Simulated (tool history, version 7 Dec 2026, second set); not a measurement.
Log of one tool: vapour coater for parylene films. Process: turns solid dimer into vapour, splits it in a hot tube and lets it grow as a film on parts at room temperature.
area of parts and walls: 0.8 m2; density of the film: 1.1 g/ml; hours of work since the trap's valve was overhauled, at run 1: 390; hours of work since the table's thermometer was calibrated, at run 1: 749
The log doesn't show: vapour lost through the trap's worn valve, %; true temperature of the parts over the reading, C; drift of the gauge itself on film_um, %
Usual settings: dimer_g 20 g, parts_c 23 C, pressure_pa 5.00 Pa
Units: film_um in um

run,hour,dimer_g,parts_c,pressure_pa,hours of work since the trap's valve was overhauled,hours of work since the table's thermometer was calibrated,film_um
1,0.0,20,23,5.00,390,749,11.18
2,19.9,20,23,5.00,404,762,11.17
3,55.8,20,23,5.00,429,787,10.96
4,91.7,20,23,5.00,454,812,10.85
5,116.6,20,23,5.00,471,830,10.80
# hour 138.8: trap's valve overhauled
6,165.4,20,35,5.00,18,861,8.66
7,190.9,20,23,2.68,36,878,13.77
8,237.5,20,23,2.68,69,911,13.78
9,269.2,20,23,2.68,91,933,13.60
10,317.2,20,23,2.68,124,966,13.51
11,338.6,20,23,5.00,139,981,11.71
12,378.3,20,23,5.00,166,1009,11.71
13,403.0,20,23,5.00,183,1026,11.71
14,445.7,20,23,5.00,213,1055,11.68
15,474.2,20,23,5.00,233,1075,11.44
# hour 518.7: table's thermometer calibrated
16,523.2,20,23,5.00,266,3,11.30
17,566.3,20,23,5.00,296,33,11.21
18,593.5,20,23,5.00,315,52,11.17
19,631.8,25,31,10.29,342,79,9.35
20,665.0,25,31,10.29,365,102,9.43
21,704.0,8,23,5.93,392,129,4.18
22,753.0,18,18,8.65,426,163,10.02
23,782.9,18,18,8.65,447,184,10.03
24,820.4,18,18,6.15,473,210,10.60
# hour 839.3: trap's valve overhauled
25,867.2,20,18,2.81,19,239,15.76
26,902.6,20,19,5.00,44,264,13.47
27,940.8,28,19,5.00,71,290,18.78
28,975.8,27,29,5.00,95,315,13.40
29,998.7,21,23,5.00,111,331,12.28
30,1037.6,24,24,5.00,138,358,13.59
31,1086.2,30,34,5.00,172,391,12.64
32,1131.1,14,23,11.82,203,423,6.82
33,1172.7,14,23,11.82,232,452,6.67
34,1211.5,24,21,3.15,258,478,16.03
35,1237.9,28,15,4.63,277,497,20.36

Forecast each of these 3 alternatives for the next run:
A,1287.5,13,23,2.89,311,531,?
B,1287.5,33,15,11.19,311,531,?
C,1287.5,28,15,4.19,311,531,?

run,film_um
A,8.10
B,19.92
C,20.66
Without the tool's hidden state the same runs would have given:
run,film_um
A,8.79
B,21.61
C,22.41
